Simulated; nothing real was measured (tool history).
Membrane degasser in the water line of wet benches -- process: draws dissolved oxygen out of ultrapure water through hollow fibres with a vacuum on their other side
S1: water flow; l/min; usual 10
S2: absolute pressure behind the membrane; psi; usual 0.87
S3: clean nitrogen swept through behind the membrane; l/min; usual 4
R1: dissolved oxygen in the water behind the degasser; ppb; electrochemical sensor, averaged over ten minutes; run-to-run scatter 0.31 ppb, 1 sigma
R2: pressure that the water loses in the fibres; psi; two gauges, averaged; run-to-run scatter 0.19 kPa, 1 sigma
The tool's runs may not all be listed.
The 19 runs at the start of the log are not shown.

run 20 hour=2135.8 | S1=11 S2=0.658 S3=7.04 | R1=15.5 R2=6.693
run 21 hour=2263.9 | S1=7 S2=0.87 S3=6.71 | R1=10.3 R2=4.254
run 22 hour=2384.8 | S1=10 S2=1.226 S3=4 | R1=41.3 R2=6.042
run 23 hour=2453.1 | S1=10 S2=1.104 S3=1.91 | R1=66.3 R2=6.031
run 24 hour=2618.1 | S1=10 S2=0.87 S3=4.71 | R1=23.4 R2=6.012
run 25 hour=2744.7 | S1=11 S2=0.87 S3=4 | R1=30.7 R2=6.605
run 26 hour=2816.6 | S1=10 S2=0.87 S3=8.53 | R1=16.2 R2=6.08
run 27 hour=2883.3 | S1=9 S2=1.052 S3=4 | R1=29.7 R2=5.465
run 28 hour=2999.9 | S1=9 S2=1.052 S3=4 | R1=30.1 R2=5.488
run 29 hour=3088.9 | S1=6 S2=0.87 S3=7.09 | R1=8.5 R2=3.595
run 30 hour=3159.2 | S1=7 S2=0.535 S3=5.1 | R1=5.3 R2=4.25
run 31 hour=3253.6 | S1=11 S2=2.149 S3=8.36 | R1=49.7 R2=6.649
run 32 hour=3328.6 | S1=11 S2=2.149 S3=8.36 | R1=49.5 R2=6.685

3 ways to go on from here, each from the tool as it stands after run 32. What would each give?
run A hour=3478.3 | S1=8 S2=1.817 S3=2.47 | R1=? R2=?
run B hour=3478.3 | S1=11 S2=2.149 S3=3.84 | R1=? R2=?
run C hour=3478.3 | S1=7 S2=0.751 S3=8.45 | R1=? R2=?

run=A R1=81.9 R2=4.814
run=B R1=95.1 R2=6.63
run=C R1=7.8 R2=4.261
Stripped of hidden state, with their random variation kept, the same runs would have yielded:
run=A R1=76.8 R2=4.463
run=B R1=88.2 R2=6.145
run=C R1=5.9 R2=3.954

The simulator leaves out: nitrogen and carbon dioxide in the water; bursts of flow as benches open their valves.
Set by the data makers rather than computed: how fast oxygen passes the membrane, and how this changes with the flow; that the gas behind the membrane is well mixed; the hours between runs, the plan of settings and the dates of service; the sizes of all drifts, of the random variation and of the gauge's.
